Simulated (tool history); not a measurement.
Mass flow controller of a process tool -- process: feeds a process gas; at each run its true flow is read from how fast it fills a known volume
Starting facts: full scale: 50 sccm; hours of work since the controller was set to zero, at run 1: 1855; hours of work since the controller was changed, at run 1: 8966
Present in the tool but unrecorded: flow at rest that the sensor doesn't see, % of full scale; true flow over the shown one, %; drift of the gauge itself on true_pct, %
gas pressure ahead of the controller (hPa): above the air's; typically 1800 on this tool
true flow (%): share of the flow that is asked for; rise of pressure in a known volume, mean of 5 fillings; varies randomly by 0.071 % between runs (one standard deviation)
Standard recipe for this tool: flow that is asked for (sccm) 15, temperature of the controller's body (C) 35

run	hour	flow that is asked for (sccm)	gas pressure ahead of the controller (hPa)	temperature of the controller's body (C)	hours of work since the controller was set to zero	hours of work since the controller was changed	true flow (%)
1	0	15	1800	35	1855	8966	104.85
2	312.2	15	1800	35	2093	9204	104.92
3	542	15	1800	35	2268	9379	105.1
4	779.8	15	1800	35	2449	9560	105.43
5	988.7	15	1800	35	2609	9719	105.52
6	1243.6	15	1800	35	2803	9914	105.64
7	1528.6	15	1800	35	3020	10131	106.06
8	1878.4	10	1800	26	3287	10397	106.31
9	2281.7	10	1800	26	3594	10705	106.72
10	2454.8	8	1530	34	3726	10837	108.79
# hour 2480.5: controller's zero set anew
11	2656.9	8	1530	34	134	10990	109.77
12	2921.3	8	1690	34	336	11192	110.06
13	3169.2	8	1690	34	525	11381	110.38
14	3343.8	15	2240	35	658	11514	107.36

Hidden state or all else? Some run-to-run changes of true flow (%), split into what the settings, what came in and random variation would give without the hidden state, and what is left for the hidden state (with any gauge scatter that isn't in both results):
Run 13 -> 14: flow that is asked for (sccm) 8 -> 15, gas pressure ahead of the controller (hPa) 1690 -> 2240, temperature of the controller's body (C) 34 -> 35. true flow (%) -3.02: hidden state -2.72, all else -0.3.

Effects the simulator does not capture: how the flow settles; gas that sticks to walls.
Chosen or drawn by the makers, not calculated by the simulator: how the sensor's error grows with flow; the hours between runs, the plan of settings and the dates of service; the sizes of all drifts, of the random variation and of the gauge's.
